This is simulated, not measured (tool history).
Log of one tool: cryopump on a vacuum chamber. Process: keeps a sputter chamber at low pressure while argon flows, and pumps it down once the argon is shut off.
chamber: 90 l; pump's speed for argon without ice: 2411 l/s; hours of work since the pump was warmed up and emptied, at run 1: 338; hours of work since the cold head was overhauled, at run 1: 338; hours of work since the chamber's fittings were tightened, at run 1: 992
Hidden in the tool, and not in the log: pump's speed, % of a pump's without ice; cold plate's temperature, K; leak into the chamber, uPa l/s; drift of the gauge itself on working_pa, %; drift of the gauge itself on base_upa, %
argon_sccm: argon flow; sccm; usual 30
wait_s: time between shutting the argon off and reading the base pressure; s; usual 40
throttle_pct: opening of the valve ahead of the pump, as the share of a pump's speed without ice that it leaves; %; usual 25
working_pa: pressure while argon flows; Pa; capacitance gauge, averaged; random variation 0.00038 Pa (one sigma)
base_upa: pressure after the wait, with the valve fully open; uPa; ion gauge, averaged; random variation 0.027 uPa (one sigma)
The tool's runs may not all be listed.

run,hour,argon_sccm,wait_s,throttle_pct,hours of work since the pump was warmed up and emptied,hours of work since the cold head was overhauled,hours of work since the chamber's fittings were tightened,working_pa,base_upa
1,0.0,30,40,25,338,338,992,0.0871,1.69
2,48.8,30,40,25,364,364,1018,0.0874,1.76
3,97.8,30,40,25,390,390,1044,0.0877,1.78
4,171.0,30,40,25,429,429,1083,0.0883,1.76
5,261.2,30,40,25,477,477,1131,0.0883,1.74
6,330.6,30,40,25,514,514,1168,0.0886,1.82
7,419.4,30,40,21,561,561,1215,0.1052,1.79
8,483.1,30,40,49,595,595,1249,0.0484,1.90
9,538.3,30,40,49,625,625,1279,0.0484,1.89
10,622.0,13,40,49,669,669,1323,0.0216,1.93
11,672.4,30,40,16,696,696,1350,0.1384,1.92
12,719.9,37,177,36,721,721,1375,0.0802,1.10
# hour 801.1: pump warmed up, emptied and cooled again
13,801.1,37,39,19,0,762,1416,0.1378,1.81
14,843.4,37,39,19,23,785,1438,0.1373,1.78
15,882.7,37,36,19,43,806,1459,0.1371,1.88
16,960.6,18,40,60,85,847,1501,0.0222,1.84
17,1045.6,18,40,60,130,892,1546,0.0223,1.86
18,1103.3,14,41,25,161,923,1577,0.0399,1.81

5 ways to go on from here, each from the tool as it stands after run 18. What would each give?
A,1163.6,30,27,25,193,955,1609,?,?
B,1163.6,15,265,37,193,955,1609,?,?
C,1163.6,27,41,25,193,955,1609,?,?
D,1163.6,18,41,37,193,955,1609,?,?
E,1163.6,30,238,25,193,955,1609,?,?

run,working_pa,base_upa
A,0.0859,2.43
B,0.0295,0.96
C,0.0775,1.88
D,0.0349,1.90
E,0.0860,0.97
Without the tool's hidden state the same runs would have given:
run,working_pa,base_upa
A,0.0841,1.74
B,0.0286,0.28
C,0.0759,1.21
D,0.0338,1.21
E,0.0842,0.29
